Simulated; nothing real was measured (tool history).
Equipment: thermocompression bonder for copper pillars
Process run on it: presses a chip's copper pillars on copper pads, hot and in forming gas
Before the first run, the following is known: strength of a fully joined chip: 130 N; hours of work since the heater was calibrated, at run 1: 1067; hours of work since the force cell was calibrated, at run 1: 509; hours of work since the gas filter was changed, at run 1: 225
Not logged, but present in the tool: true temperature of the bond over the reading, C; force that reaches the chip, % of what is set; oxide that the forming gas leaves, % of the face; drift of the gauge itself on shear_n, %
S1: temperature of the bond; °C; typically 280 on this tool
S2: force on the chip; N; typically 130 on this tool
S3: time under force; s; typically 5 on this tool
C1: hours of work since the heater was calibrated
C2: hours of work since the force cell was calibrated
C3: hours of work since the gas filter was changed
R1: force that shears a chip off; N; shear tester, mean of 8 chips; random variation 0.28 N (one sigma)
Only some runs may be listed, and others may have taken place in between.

| run | hour | S1 | S2 | S3 | C1 | C2 | C3 | R1 |
|---|---|---|---|---|---|---|---|---|
| 1 | 0.0 | 280 | 130 | 5 | 1067 | 509 | 225 | 53.4 |
|  | 18.4 | forming gas filter changed |
| 2 | 28.7 | 280 | 130 | 5 | 1079 | 521 | 4 | 57.1 |
| 3 | 53.9 | 256 | 130 | 5 | 1089 | 532 | 15 | 43.2 |
| 4 | 89.2 | 258 | 130 | 5 | 1105 | 547 | 30 | 44.4 |
|  | 103.5 | heater calibrated with a thermocouple chip |
| 5 | 111.7 | 258 | 130 | 5 | 4 | 555 | 39 | 38.0 |
| 6 | 144.1 | 258 | 130 | 5 | 17 | 569 | 53 | 37.4 |
| 7 | 176.3 | 298 | 130 | 5 | 31 | 583 | 67 | 60.7 |
| 8 | 211.9 | 280 | 130 | 5 | 46 | 598 | 82 | 49.8 |
| 9 | 231.8 | 280 | 130 | 5 | 55 | 607 | 90 | 49.7 |
| 10 | 246.8 | 280 | 130 | 5 | 61 | 613 | 97 | 49.5 |
| 11 | 273.2 | 280 | 130 | 5 | 73 | 625 | 108 | 48.8 |
| 12 | 299.9 | 280 | 130 | 5 | 84 | 636 | 120 | 49.3 |
| 13 | 323.0 | 278 | 130 | 5 | 94 | 646 | 130 | 48.1 |
| 14 | 337.5 | 280 | 130 | 5 | 100 | 652 | 136 | 49.3 |
| 15 | 351.8 | 280 | 130 | 5 | 106 | 658 | 142 | 49.3 |
| 16 | 373.9 | 280 | 130 | 5 | 116 | 668 | 151 | 49.1 |
| 17 | 406.0 | 280 | 130 | 5 | 130 | 681 | 165 | 48.8 |
| 18 | 425.3 | 280 | 193 | 5 | 138 | 690 | 173 | 61.3 |
| 19 | 444.6 | 280 | 130 | 9 | 146 | 698 | 182 | 60.3 |
| 20 | 460.8 | 255 | 193 | 7 | 153 | 705 | 189 | 51.7 |
| 21 | 488.9 | 252 | 125 | 7 | 165 | 717 | 201 | 38.5 |
| 22 | 521.2 | 255 | 99 | 6 | 179 | 731 | 214 | 32.1 |
| 23 | 541.2 | 280 | 189 | 6 | 187 | 739 | 223 | 63.5 |
|  | 564.3 | forming gas filter changed |
| 24 | 572.9 | 297 | 130 | 5 | 201 | 753 | 4 | 61.6 |
| 25 | 597.3 | 297 | 130 | 5 | 211 | 763 | 14 | 61.2 |
| 26 | 622.2 | 297 | 130 | 5 | 222 | 774 | 25 | 61.3 |
| 27 | 638.0 | 297 | 130 | 5 | 229 | 781 | 32 | 61.4 |

For run 28, what comes out?
| 28 | 660.8 | 297 | 130 | 5 | 238 | 790 | 41 | ? |

R1: 60.6 N
The same run, on a tool lacking any hidden state, would have yielded R1 58.7 N.
